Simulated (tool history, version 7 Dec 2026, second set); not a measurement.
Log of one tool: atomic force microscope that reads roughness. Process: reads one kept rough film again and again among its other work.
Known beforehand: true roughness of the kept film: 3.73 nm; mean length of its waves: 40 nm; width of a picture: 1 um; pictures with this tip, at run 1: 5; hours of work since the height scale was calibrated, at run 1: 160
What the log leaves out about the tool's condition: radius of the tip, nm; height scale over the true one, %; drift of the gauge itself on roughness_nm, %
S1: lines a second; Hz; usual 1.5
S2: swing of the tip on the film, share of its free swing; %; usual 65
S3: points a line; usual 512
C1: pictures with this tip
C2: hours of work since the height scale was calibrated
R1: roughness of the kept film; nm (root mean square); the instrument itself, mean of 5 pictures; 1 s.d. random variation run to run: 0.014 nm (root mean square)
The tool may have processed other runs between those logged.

| run | hour | S1 | S2 | S3 | C1 | C2 | R1 |
|---|---|---|---|---|---|---|---|
| 1 | 0 | 1.5 | 65 | 512 | 5 | 160 | 3.246 |
| 2 | 5 | 1.5 | 65 | 512 | 10 | 162 | 3.214 |
| 3 | 11.4 | 1.5 | 65 | 512 | 17 | 165 | 3.193 |
| 4 | 22 | 1.5 | 65 | 512 | 27 | 170 | 3.15 |
| 5 | 30.2 | 1.5 | 65 | 512 | 36 | 174 | 3.142 |
| 6 | 39.1 | 1.5 | 65 | 512 | 44 | 178 | 3.096 |
| 7 | 43.9 | 1.5 | 65 | 512 | 49 | 180 | 3.084 |
| 8 | 48.9 | 1.5 | 65 | 512 | 54 | 182 | 3.048 |
| 9 | 58.9 | 1.5 | 65 | 259 | 64 | 187 | 3.017 |
| 10 | 68 | 1.5 | 65 | 259 | 73 | 191 | 2.987 |
| 11 | 78.6 | 1 | 65 | 512 | 84 | 196 | 2.994 |
| 12 | 88.6 | 1 | 65 | 512 | 94 | 201 | 2.985 |
| 13 | 94.8 | 1.5 | 65 | 512 | 100 | 203 | 2.899 |
| 14 | 105.1 | 1.5 | 65 | 512 | 110 | 208 | 2.898 |
| 15 | 109.7 | 1.5 | 65 | 512 | 115 | 210 | 2.863 |
| 16 | 119.9 | 1.5 | 65 | 512 | 125 | 215 | 2.824 |
| 17 | 130.3 | 1.5 | 65 | 512 | 136 | 220 | 2.799 |
| 18 | 137.3 | 1.5 | 65 | 852 | 143 | 223 | 2.786 |
| 19 | 145.2 | 1.5 | 65 | 512 | 150 | 227 | 2.786 |
| 20 | 149.8 | 1.5 | 65 | 512 | 155 | 229 | 2.761 |
| 21 | 157.5 | 1.5 | 65 | 512 | 163 | 232 | 2.726 |
| 22 | 166.6 | 1.5 | 65 | 512 | 172 | 236 | 2.704 |
| 23 | 171.6 | 2.14 | 65 | 512 | 177 | 239 | 2.652 |
| 24 | 177.6 | 1.5 | 65 | 512 | 183 | 242 | 2.664 |
| 25 | 184.3 | 1.5 | 65 | 512 | 189 | 245 | 2.665 |
| 26 | 189.9 | 1.5 | 65 | 442 | 195 | 247 | 2.63 |
| 27 | 194.6 | 1.5 | 65 | 442 | 200 | 249 | 2.634 |
| 28 | 204.9 | 0.51 | 85 | 315 | 210 | 254 | 2.596 |
| 29 | 215.6 | 0.51 | 85 | 315 | 221 | 259 | 2.568 |
| 30 | 220.3 | 0.51 | 85 | 315 | 225 | 261 | 2.565 |
| 31 | 230.6 | 0.51 | 70 | 344 | 236 | 266 | 2.598 |

Predict the results of run 32:
| 32 | 235.2 | 0.87 | 85 | 1000 | 240 | 268 | ? |

R1: 2.515 nm (root mean square)
Take away the tool's hidden state, keep the run-to-run variation as it was, and the same run would have given R1 3.26 nm (root mean square).
